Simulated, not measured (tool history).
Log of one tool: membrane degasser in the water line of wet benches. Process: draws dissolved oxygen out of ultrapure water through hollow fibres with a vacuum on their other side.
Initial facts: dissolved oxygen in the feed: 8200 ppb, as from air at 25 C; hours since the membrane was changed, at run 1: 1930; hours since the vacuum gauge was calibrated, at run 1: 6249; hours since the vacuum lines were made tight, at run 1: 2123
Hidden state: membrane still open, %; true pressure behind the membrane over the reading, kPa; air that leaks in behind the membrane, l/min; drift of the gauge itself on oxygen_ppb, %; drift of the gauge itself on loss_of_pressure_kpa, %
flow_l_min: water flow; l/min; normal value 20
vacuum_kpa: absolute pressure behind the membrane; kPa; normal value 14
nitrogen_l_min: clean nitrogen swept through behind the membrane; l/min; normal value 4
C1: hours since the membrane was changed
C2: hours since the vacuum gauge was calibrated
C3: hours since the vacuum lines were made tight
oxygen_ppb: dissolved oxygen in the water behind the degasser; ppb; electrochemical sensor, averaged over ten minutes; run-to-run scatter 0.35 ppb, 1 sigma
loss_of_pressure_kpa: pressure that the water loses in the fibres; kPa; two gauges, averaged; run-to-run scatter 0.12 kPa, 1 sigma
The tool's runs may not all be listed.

run 1 hour=0 | flow_l_min=20 vacuum_kpa=14 nitrogen_l_min=4 | C1=1930 C2=6249 C3=2123 | oxygen_ppb=138.9 loss_of_pressure_kpa=53.42
run 2 hour=59.3 | flow_l_min=24 vacuum_kpa=14 nitrogen_l_min=4 | C1=1989 C2=6308 C3=2182 | oxygen_ppb=168.7 loss_of_pressure_kpa=63.98
run 3 hour=93.3 | flow_l_min=25 vacuum_kpa=14 nitrogen_l_min=4 | C1=2023 C2=6342 C3=2216 | oxygen_ppb=176.4 loss_of_pressure_kpa=66.43
run 4 hour=131.1 | flow_l_min=20 vacuum_kpa=14 nitrogen_l_min=4 | C1=2061 C2=6380 C3=2254 | oxygen_ppb=139.1 loss_of_pressure_kpa=53.5
run 5 hour=159.6 | flow_l_min=20 vacuum_kpa=14 nitrogen_l_min=4 | C1=2089 C2=6408 C3=2282 | oxygen_ppb=139.7 loss_of_pressure_kpa=53.21
run 6 hour=206.5 | flow_l_min=20 vacuum_kpa=14 nitrogen_l_min=4 | C1=2136 C2=6455 C3=2329 | oxygen_ppb=139.9 loss_of_pressure_kpa=53.37
run 7 hour=245.1 | flow_l_min=20 vacuum_kpa=14 nitrogen_l_min=4 | C1=2175 C2=6494 C3=2368 | oxygen_ppb=139.7 loss_of_pressure_kpa=53.53
run 8 hour=290.8 | flow_l_min=20 vacuum_kpa=14 nitrogen_l_min=4 | C1=2221 C2=6539 C3=2413 | oxygen_ppb=139.5 loss_of_pressure_kpa=53.32
run 9 hour=354.1 | flow_l_min=20 vacuum_kpa=14 nitrogen_l_min=4 | C1=2284 C2=6603 C3=2477 | oxygen_ppb=140.4 loss_of_pressure_kpa=53.3
run 10 hour=401.1 | flow_l_min=20 vacuum_kpa=14 nitrogen_l_min=4 | C1=2331 C2=6650 C3=2524 | oxygen_ppb=140.3 loss_of_pressure_kpa=53.33
-- hour=405 vacuum gauge calibrated
run 11 hour=444.8 | flow_l_min=20 vacuum_kpa=14 nitrogen_l_min=4 | C1=2374 C2=40 C3=2567 | oxygen_ppb=141.6 loss_of_pressure_kpa=53.4
run 12 hour=498.1 | flow_l_min=20 vacuum_kpa=14 nitrogen_l_min=4 | C1=2427 C2=93 C3=2620 | oxygen_ppb=142.8 loss_of_pressure_kpa=53.57
run 13 hour=567.2 | flow_l_min=20 vacuum_kpa=14 nitrogen_l_min=4 | C1=2497 C2=162 C3=2689 | oxygen_ppb=142 loss_of_pressure_kpa=53.38
run 14 hour=604.2 | flow_l_min=20 vacuum_kpa=14 nitrogen_l_min=4 | C1=2534 C2=199 C3=2726 | oxygen_ppb=142.4 loss_of_pressure_kpa=53.08
run 15 hour=665 | flow_l_min=20 vacuum_kpa=14 nitrogen_l_min=4 | C1=2594 C2=260 C3=2787 | oxygen_ppb=142.9 loss_of_pressure_kpa=53.29
-- hour=705 vacuum gauge calibrated, once more
run 16 hour=705.9 | flow_l_min=20 vacuum_kpa=9.8 nitrogen_l_min=4.22 | C1=2635 C2=1 C3=2828 | oxygen_ppb=82.6 loss_of_pressure_kpa=53.53
run 17 hour=756.8 | flow_l_min=20 vacuum_kpa=9.8 nitrogen_l_min=4.22 | C1=2686 C2=52 C3=2879 | oxygen_ppb=82.4 loss_of_pressure_kpa=53.58
run 18 hour=787.6 | flow_l_min=24 vacuum_kpa=9.8 nitrogen_l_min=3.37 | C1=2716 C2=83 C3=2909 | oxygen_ppb=124.1 loss_of_pressure_kpa=64.16
run 19 hour=819.4 | flow_l_min=24 vacuum_kpa=9.8 nitrogen_l_min=3.37 | C1=2748 C2=114 C3=2941 | oxygen_ppb=123.4 loss_of_pressure_kpa=64.05
run 20 hour=865.2 | flow_l_min=21 vacuum_kpa=14 nitrogen_l_min=4 | C1=2794 C2=160 C3=2987 | oxygen_ppb=143.9 loss_of_pressure_kpa=56.14
run 21 hour=910.4 | flow_l_min=26 vacuum_kpa=21.4 nitrogen_l_min=3.03 | C1=2839 C2=205 C3=3032 | oxygen_ppb=373.7 loss_of_pressure_kpa=69.34
run 22 hour=970.8 | flow_l_min=18 vacuum_kpa=16 nitrogen_l_min=5.99 | C1=2900 C2=266 C3=3093 | oxygen_ppb=99.5 loss_of_pressure_kpa=48.07
run 23 hour=1027.3 | flow_l_min=18 vacuum_kpa=28.1 nitrogen_l_min=7.82 | C1=2956 C2=322 C3=3149 | oxygen_ppb=145.9 loss_of_pressure_kpa=48.3
run 24 hour=1072.5 | flow_l_min=20 vacuum_kpa=31.9 nitrogen_l_min=4.48 | C1=3001 C2=368 C3=3194 | oxygen_ppb=310.1 loss_of_pressure_kpa=53.59
run 25 hour=1141.4 | flow_l_min=25 vacuum_kpa=31.9 nitrogen_l_min=6.91 | C1=3070 C2=436 C3=3263 | oxygen_ppb=261.3 loss_of_pressure_kpa=66.66
run 26 hour=1210.2 | flow_l_min=25 vacuum_kpa=10.4 nitrogen_l_min=6.91 | C1=3139 C2=505 C3=3332 | oxygen_ppb=76.6 loss_of_pressure_kpa=66.92
run 27 hour=1276.8 | flow_l_min=25 vacuum_kpa=10.4 nitrogen_l_min=6.91 | C1=3206 C2=572 C3=3399 | oxygen_ppb=76.2 loss_of_pressure_kpa=66.87

Consider 4 possible next runs. They are alternatives, not a sequence: every one starts from the tool as it was left by run 27. What does each give?
run A hour=1313.3 | flow_l_min=16 vacuum_kpa=14 nitrogen_l_min=4 | C1=3242 C2=608 C3=3435 | oxygen_ppb=? loss_of_pressure_kpa=?
run B hour=1313.3 | flow_l_min=20 vacuum_kpa=15.7 nitrogen_l_min=9.47 | C1=3242 C2=608 C3=3435 | oxygen_ppb=? loss_of_pressure_kpa=?
run C hour=1313.3 | flow_l_min=18 vacuum_kpa=10.4 nitrogen_l_min=2.02 | C1=3242 C2=608 C3=3435 | oxygen_ppb=? loss_of_pressure_kpa=?
run D hour=1313.3 | flow_l_min=22 vacuum_kpa=16.8 nitrogen_l_min=6.91 | C1=3242 C2=608 C3=3435 | oxygen_ppb=? loss_of_pressure_kpa=?

run=A oxygen_ppb=110 loss_of_pressure_kpa=42.73
run=B oxygen_ppb=71.9 loss_of_pressure_kpa=53.67
run=C oxygen_ppb=157 loss_of_pressure_kpa=48.24
run=D oxygen_ppb=114.7 loss_of_pressure_kpa=58.98
Take away the tool's hidden state, keep each run's random variation, and the runs would have read:
run=A oxygen_ppb=108.1 loss_of_pressure_kpa=42.38
run=B oxygen_ppb=70.6 loss_of_pressure_kpa=53.24
run=C oxygen_ppb=154.3 loss_of_pressure_kpa=47.85
run=D oxygen_ppb=113 loss_of_pressure_kpa=58.5

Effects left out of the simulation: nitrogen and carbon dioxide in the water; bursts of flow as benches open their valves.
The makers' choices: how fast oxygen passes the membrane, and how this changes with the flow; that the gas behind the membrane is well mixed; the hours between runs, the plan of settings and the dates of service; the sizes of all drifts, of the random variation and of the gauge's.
